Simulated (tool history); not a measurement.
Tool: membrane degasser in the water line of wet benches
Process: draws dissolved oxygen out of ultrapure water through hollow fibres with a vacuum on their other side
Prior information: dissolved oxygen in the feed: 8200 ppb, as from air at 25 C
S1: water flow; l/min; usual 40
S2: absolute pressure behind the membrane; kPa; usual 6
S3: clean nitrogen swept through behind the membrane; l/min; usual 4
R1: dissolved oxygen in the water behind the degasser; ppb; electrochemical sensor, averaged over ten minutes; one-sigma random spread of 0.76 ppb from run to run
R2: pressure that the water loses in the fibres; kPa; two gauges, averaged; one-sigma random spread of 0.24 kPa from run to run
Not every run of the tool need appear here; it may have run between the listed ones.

run,hour,S1,S2,S3,R1,R2
1,0,40,6,4,82.4,62.82
2,170.1,40,6,9.12,40.7,63.12
3,290.5,40,6,9.12,42,62.48
4,403.1,40,6,9.12,41.2,63.15
5,587.5,40,6,9.12,42.2,63.3
6,714.4,52,6,4,110.3,82.15
7,855.8,52,6,4,108.5,82.37
8,962.3,52,6,4,113.2,82.37
9,1066.2,52,6,5.88,80.2,82.38
10,1184.8,52,6,5.88,81.4,82.74
11,1270.1,52,6,5.88,81.8,82.44
12,1409.5,52,6,5.88,82.5,82.7
13,1590.9,40,6,4,87.7,64.36
14,1705,40,6,4,86.3,63.87
15,1869.4,40,6,4,87.4,64.1
16,2021,35,9.83,3.81,162.6,55.96
# hour 2039.7: seals of the vacuum lines changed
17,2174.1,35,9.83,3.81,163.9,56.07
18,2343.3,58,13.74,4.53,335.3,93.44
# hour 2421.5: vacuum gauge calibrated
19,2535.4,31,4.22,2.05,38.8,50.02
20,2679,35,6,4.3,59.1,56.34
21,2837,37,13.25,4,217.6,59.19
22,2938.6,59,8.44,2.43,286.6,94.76
23,3098.1,52,5.35,6.45,52,84.29
24,3289,29,7.23,4,75.4,47.38
25,3449.4,29,3.88,3.25,18.7,47.02
26,3576.9,27,3.89,6.25,10.9,43.81
27,3666.4,30,6,3.26,66,48.72

Difference, measured minus no-hidden-state, one row per run. Run-to-run variation is common to both terms; the gauge's own scatter need not be:
Hidden state at play: membrane still open, %; true pressure behind the membrane over the reading, kPa; air that leaks in behind the membrane, l/min; drift of the gauge itself on oxygen_ppb, %; drift of the gauge itself on loss_of_pressure_kpa, %.
run,R1,R2
1,+12.8,+1.09
2,+6.5,+1.19
3,+6.8,+1.25
4,+6.8,+1.32
5,+7.2,+1.42
6,+18.9,+1.92
7,+18.9,+2.04
8,+20.1,+2.1
9,+14.4,+2.18
10,+15,+2.29
11,+15.2,+2.33
12,+15.6,+2.44
13,+17.3,+2
14,+17.3,+2.06
15,+17.7,+2.16
16,+17.6,+1.96
17,+16.5,+2.03
18,+23.1,+3.52
19,+0.7,+1.95
20,+1.4,+2.27
21,+2.4,+2.48
22,+5.1,+4.05
23,+3.8,+3.7
24,+2.5,+2.16
25,+2.7,+2.23
26,+1.9,+2.11
27,+3.5,+2.4

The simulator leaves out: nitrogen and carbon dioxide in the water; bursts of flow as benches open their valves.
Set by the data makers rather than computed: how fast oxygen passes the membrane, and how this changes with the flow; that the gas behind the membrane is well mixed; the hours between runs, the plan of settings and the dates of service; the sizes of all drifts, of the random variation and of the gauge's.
